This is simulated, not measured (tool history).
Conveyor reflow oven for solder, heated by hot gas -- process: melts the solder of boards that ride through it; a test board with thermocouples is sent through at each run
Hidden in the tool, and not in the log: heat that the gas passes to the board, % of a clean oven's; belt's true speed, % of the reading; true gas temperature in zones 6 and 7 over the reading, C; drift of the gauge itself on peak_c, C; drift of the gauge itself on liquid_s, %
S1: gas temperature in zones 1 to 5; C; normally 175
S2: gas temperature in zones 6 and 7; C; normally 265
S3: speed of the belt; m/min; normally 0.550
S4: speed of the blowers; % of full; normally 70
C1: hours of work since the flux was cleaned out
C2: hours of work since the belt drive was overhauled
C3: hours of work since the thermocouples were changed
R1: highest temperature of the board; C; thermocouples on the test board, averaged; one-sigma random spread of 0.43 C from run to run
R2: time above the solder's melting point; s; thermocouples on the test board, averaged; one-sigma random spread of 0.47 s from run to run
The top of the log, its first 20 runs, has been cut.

Run 21, hour 1152.6: usual settings but S1 165 C, S2 279 C, S3 0.521 m/min, S4 66 % of full; C1 405; C2 828; C3 672. Result: R1 249.4 C, R2 52.5 s.
Run 22, hour 1221.5: usual settings but S2 273 C; C1 436; C2 860; C3 704. Result: R1 245.8 C, R2 50.7 s.
Run 23, hour 1289.6: usual settings but S2 255 C, S4 54 % of full; C1 468; C2 891; C3 735. Result: R1 226.2 C, R2 22.5 s.
At hour 1310.4: flux residue cleaned out of gas plates and filters.
Run 24, hour 1349.6: usual settings but S1 187 C, S2 276 C, S3 0.638 m/min, S4 68 % of full; C1 18; C2 917; C3 761. Result: R1 247.4 C, R2 47.0 s.
Run 25, hour 1427.5: usual settings but S1 187 C, S2 276 C, S3 0.638 m/min, S4 67 % of full; C1 54; C2 953; C3 797. Result: R1 246.3 C, R2 47.0 s.
Run 26, hour 1473.9: usual settings but S2 272 C, S3 0.493 m/min, S4 63 % of full; C1 75; C2 974; C3 818. Result: R1 248.4 C, R2 60.6 s.
Run 27, hour 1518.2: usual settings but S2 272 C, S3 0.639 m/min, S4 63 % of full; C1 96; C2 994; C3 839. Result: R1 237.6 C, R2 34.7 s.
Run 28, hour 1602.4: usual settings but S2 272 C, S3 0.639 m/min, S4 63 % of full; C1 135; C2 1033; C3 877. Result: R1 237.7 C, R2 33.8 s.
Run 29, hour 1673.1: usual settings but S1 186 C, S2 262 C, S3 0.641 m/min, S4 57 % of full; C1 167; C2 1066; C3 910. Result: R1 231.2 C, R2 28.4 s.
At hour 1724.5: belt drive overhauled, speed set with a stopwatch.
Run 30, hour 1734.5: usual settings but S1 186 C, S2 258 C, S3 0.641 m/min, S4 89 % of full; C1 194; C2 5; C3 936. Result: R1 237.5 C, R2 39.5 s.
Run 31, hour 1796.3: usual settings but S2 257 C, S3 0.641 m/min, S4 89 % of full; C1 222; C2 33; C3 965. Result: R1 233.4 C, R2 31.8 s.

Here are 3 independent what-if runs from the current tool condition. What would each one return?
Run A, hour 1875.5: usual settings but S2 257 C, S3 0.627 m/min, S4 89 % of full; C1 259; C2 70; C3 1001. Result: R1 ?, R2 ?.
Run B, hour 1875.5: usual settings but S2 260 C, S3 0.569 m/min; C1 259; C2 70; C3 1001. Result: R1 ?, R2 ?.
Run C, hour 1875.5: usual settings but S1 165 C, S2 257 C, S3 0.641 m/min, S4 89 % of full; C1 259; C2 70; C3 1001. Result: R1 ?, R2 ?.

run     R1    R2
  A  233.7  33.2
  B  233.9  36.1
  C  230.8  25.6
Had the tool no hidden state, the same runs would have come out as:
run     R1    R2
  A  237.7  38.3
  B  237.7  41.3
  C  235.0  31.1
